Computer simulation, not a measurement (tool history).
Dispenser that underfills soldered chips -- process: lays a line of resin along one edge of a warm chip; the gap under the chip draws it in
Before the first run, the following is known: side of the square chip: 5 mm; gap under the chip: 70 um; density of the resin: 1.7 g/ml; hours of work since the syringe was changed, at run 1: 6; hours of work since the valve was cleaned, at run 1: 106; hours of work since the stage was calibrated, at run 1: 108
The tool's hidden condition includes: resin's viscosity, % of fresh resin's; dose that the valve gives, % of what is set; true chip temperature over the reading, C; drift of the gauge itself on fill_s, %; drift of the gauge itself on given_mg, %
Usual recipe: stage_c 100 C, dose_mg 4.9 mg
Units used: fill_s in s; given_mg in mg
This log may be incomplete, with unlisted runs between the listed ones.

run   hour  stage_c  dose_mg  hours of work since the syringe was changed  hours of work since the valve was cleaned  hours of work since the stage was calibrated  fill_s  given_mg
  1      0      100      4.9                                            6                                        106                                           108    12.5      4.64
       2.5  -- new syringe of resin
  2    5.7       89      4.9                                            2                                        110                                           112    14.4      4.64
  3   10.1       89      4.9                                            5                                        113                                           115      17      4.67
        14  -- new syringe of resin
  4   14.3       89      4.9                                            0                                        115                                           117    13.3      4.65
  5   18.2      100     6.11                                            3                                        118                                           120    10.6      5.77
  6   21.2      100     6.11                                            5                                        120                                           122    11.6      5.73
      25.4  -- new syringe of resin
  7   25.4      100     6.11                                            0                                        122                                           124       9      5.72
  8     30      100     5.04                                            3                                        125                                           127    10.7      4.68
  9   33.9      100     5.04                                            6                                        128                                           130    12.7       4.7
      37.1  -- new syringe of resin
 10   40.3       98      4.9                                            2                                        132                                           134    11.5      4.57
 11   43.4       98      4.9                                            4                                        134                                           136    12.8      4.57
        48  -- dispensing valve cleaned and set on the balance
      49.4  -- new syringe of resin
 12   50.5       98      4.9                                            1                                          1                                           140    10.7       4.9
 13   54.9       98      4.9                                            4                                          4                                           143    12.3      4.85
 14   58.1       98      4.9                                            6                                          6                                           145    13.4      4.83
      60.6  -- new syringe of resin
 15   62.3      100     4.24                                            1                                          9                                           147     9.6      4.22
 16   67.4      100     4.24                                            4                                         12                                           151    12.1      4.19
 17   71.5      100     4.24                                            7                                         15                                           153    13.4      4.28
      72.1  -- new syringe of resin
 18   77.6      100     4.24                                            4                                         19                                           157    11.6      4.19
 19   82.9      106     4.26                                            7                                         22                                           161    11.3      4.19
      83.7  -- new syringe of resin
 20   86.5      114     4.55                                            2                                         24                                           163     6.4      4.45
 21   92.5       98     5.52                                            6                                         28                                           167    12.7      5.44
      95.2  -- new syringe of resin
 22   96.3      112     4.41                                            1                                         31                                           169     6.6      4.23
 23   99.4      109     4.62                                            3                                         33                                           171     8.2      4.57
 24    103      109     4.62                                            5                                         35                                           173     9.4      4.56
     106.6  -- new syringe of resin
 25  107.1      109     4.62                                            0                                         38                                           176     7.2      4.53
 26  111.7       90     4.62                                            3                                         41                                           179    15.9       4.5
 27  116.3       95     4.83                                            6                                         44                                           182    15.1      4.72
     118.1  -- new syringe of resin
 28  121.4       91     4.23                                            2                                         47                                           185    14.2      4.12
 29  126.4       99     6.07                                            5                                         50                                           188    12.7      5.96
     129.4  -- new syringe of resin
 30  132.5       90     4.35                                            2                                         54                                           192    14.6      4.22
 31  135.6       94     5.24                                            4                                         56                                           194    12.8       5.1
     140.9  -- new syringe of resin
 32  141.3       91        6                                            0                                         59                                           198    12.1      5.95
 33    145       97     4.54                                            3                                         62                                           200    12.4      4.46
 34  150.4       97     4.54                                            6                                         65                                           204    14.4      4.42
     152.5  -- new syringe of resin
 35  156.1       90     5.91                                            2                                         69                                           207    14.5      5.72
 36  160.7       85     5.59                                            5                                         72                                           210    20.5       5.3

Here are 3 independent what-if runs from the current tool condition. What would each one return?
     164.1  -- new syringe of resin
  A  164.2      106     5.33                                            0                                         74                                           212       ?         ?
     164.1  -- new syringe of resin
  B  164.2      113     4.48                                            0                                         74                                           212       ?         ?
     164.1  -- new syringe of resin
  C  164.2       99     6.12                                            0                                         74                                           212       ?         ?

run  fill_s  given_mg
  A     8.3      5.12
  B     6.8      4.34
  C     9.4      5.88
Without the tool's unlogged condition, the same runs would have read:
run  fill_s  given_mg
  A     7.9      5.31
  B     6.5      4.51
  C       9      6.11

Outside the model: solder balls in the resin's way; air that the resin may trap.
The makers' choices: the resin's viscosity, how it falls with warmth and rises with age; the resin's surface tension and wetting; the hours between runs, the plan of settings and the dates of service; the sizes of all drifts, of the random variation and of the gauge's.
